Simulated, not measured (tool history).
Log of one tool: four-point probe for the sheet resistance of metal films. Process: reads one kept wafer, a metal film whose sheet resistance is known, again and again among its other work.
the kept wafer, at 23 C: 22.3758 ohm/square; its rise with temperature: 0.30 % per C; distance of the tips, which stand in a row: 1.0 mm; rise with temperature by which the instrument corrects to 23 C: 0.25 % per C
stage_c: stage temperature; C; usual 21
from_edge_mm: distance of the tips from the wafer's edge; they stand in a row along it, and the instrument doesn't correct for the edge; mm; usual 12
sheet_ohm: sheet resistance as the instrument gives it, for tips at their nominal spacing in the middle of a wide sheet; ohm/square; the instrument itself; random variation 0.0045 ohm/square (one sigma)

run,hour,stage_c,from_edge_mm,sheet_ohm
1,0.0,21,12,22.510160
2,39.4,21,3,23.684693
3,86.2,21,3,23.684365
4,131.9,21,3,23.679939
5,178.0,21,3,23.680382
6,216.3,21,3,23.680591
7,236.6,21,9,22.575617
8,273.6,21,12,22.504450
9,297.3,21,12,22.496148
10,328.9,21,12,22.502806
11,370.8,21,12,22.501929
12,398.6,21,36,22.435314
13,433.0,21,36,22.425866
14,471.4,21,12,22.496536
15,497.7,21,12,22.501020
16,528.7,21,12,22.506423
17,553.6,21,12,22.495696
18,599.1,21,12,22.511654
19,635.0,21,12,22.498530
20,680.6,21,12,22.505412
21,702.9,21,27,22.440322
22,739.8,18,57,22.387755
23,775.7,24,12,22.531670
24,813.7,25,6,22.797866
25,838.6,29,18,22.541138
26,877.8,29,5,22.975895
27,908.0,24,65,22.451967
28,931.0,24,14,22.513754
29,971.9,20,72,22.406211
30,1005.2,23,10,22.555830
31,1043.3,23,10,22.551238
32,1070.0,21,12,22.489710
33,1091.3,20,41,22.403120
34,1127.4,32,32,22.556914
35,1168.1,34,9,22.698990
36,1207.0,23,3,23.697553

Forecast each of these 5 alternatives for the next run:
A,1226.6,24,71,?
B,1226.6,21,70,?
C,1226.6,18,39,?
D,1226.6,21,11,?
E,1226.6,20,12,?

run,sheet_ohm
A,22.446296
B,22.408681
C,22.384581
D,22.511330
E,22.488885
Without the tool's hidden state the same runs would have given:
run,sheet_ohm
A,22.390379
B,22.352693
C,22.328486
D,22.455097
E,22.432651

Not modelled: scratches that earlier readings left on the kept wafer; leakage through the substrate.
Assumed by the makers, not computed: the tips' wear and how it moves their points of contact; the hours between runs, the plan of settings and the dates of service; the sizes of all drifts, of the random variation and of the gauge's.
